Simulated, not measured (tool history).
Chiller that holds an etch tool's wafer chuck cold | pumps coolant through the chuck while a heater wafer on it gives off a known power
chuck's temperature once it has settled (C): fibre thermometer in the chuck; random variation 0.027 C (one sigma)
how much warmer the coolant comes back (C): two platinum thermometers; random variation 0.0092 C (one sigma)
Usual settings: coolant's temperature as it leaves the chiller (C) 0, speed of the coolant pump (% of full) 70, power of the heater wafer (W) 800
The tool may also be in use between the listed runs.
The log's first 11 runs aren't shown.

run	hour	coolant's temperature as it leaves the chiller (C)	speed of the coolant pump (% of full)	power of the heater wafer (W)	hours since the coolant was changed and the channels were flushed	hours since the pump was overhauled	hours since the chiller's thermometer was calibrated	chuck's temperature once it has settled (C)	how much warmer the coolant comes back (C)
12	1169.9	0	70	800	712	2353	712	6.93	1.858
13	1234.1	0	70	800	776	2418	776	6.92	1.840
14	1341.9	0	70	800	884	2525	884	6.92	1.836
15	1463.9	0	70	800	1006	2647	1006	6.90	1.817
16	1539.1	1	62	446	1081	2723	1081	5.18	1.071
17	1672.6	1	62	446	1214	2856	1214	5.15	1.072
18	1731.1	7	70	1126	1273	2915	1273	16.73	2.610
19	1787.2	7	70	1126	1329	2971	1329	16.72	2.590
20	1923.5	7	70	1126	1465	3107	1465	16.72	2.580
21	1998.7	-9	61	452	1541	3182	1541	-4.78	1.056
22	2072.4	0	82	487	1614	3256	1614	3.84	0.768
23	2155.2	8	81	824	1697	3339	1697	14.61	1.477
24	2241.2	-7	68	926	1783	3425	1783	1.11	2.143
25	2370.8	0	76	613	1913	3554	1913	5.04	1.111
26	2455.9	0	70	973	1998	3639	1998	8.40	2.130
27	2532.2	0	70	973	2074	3716	2074	8.40	2.098
28	2627.8	8	63	631	2170	3811	2170	13.79	1.443
29	2754.5	8	63	631	2296	3938	2296	13.80	1.422
30	2884.4	7	63	743	2426	4068	2426	13.85	1.721

3 ways to go on from here, each from the tool as it stands after run 30. What would each give?
A	2963.4	7	93	546	2505	4147	2505	?	?
B	2963.4	0	100	800	2505	4147	2505	?	?
C	2963.4	-7	98	453	2505	4147	2505	?	?

run	chuck's temperature once it has settled (C)	how much warmer the coolant comes back (C)
A	11.02	0.616
B	5.66	0.968
C	-3.72	0.402
Without the tool's hidden state the same runs would have given:
run	chuck's temperature once it has settled (C)	how much warmer the coolant comes back (C)
A	11.02	1.004
B	5.66	1.356
C	-3.71	0.790
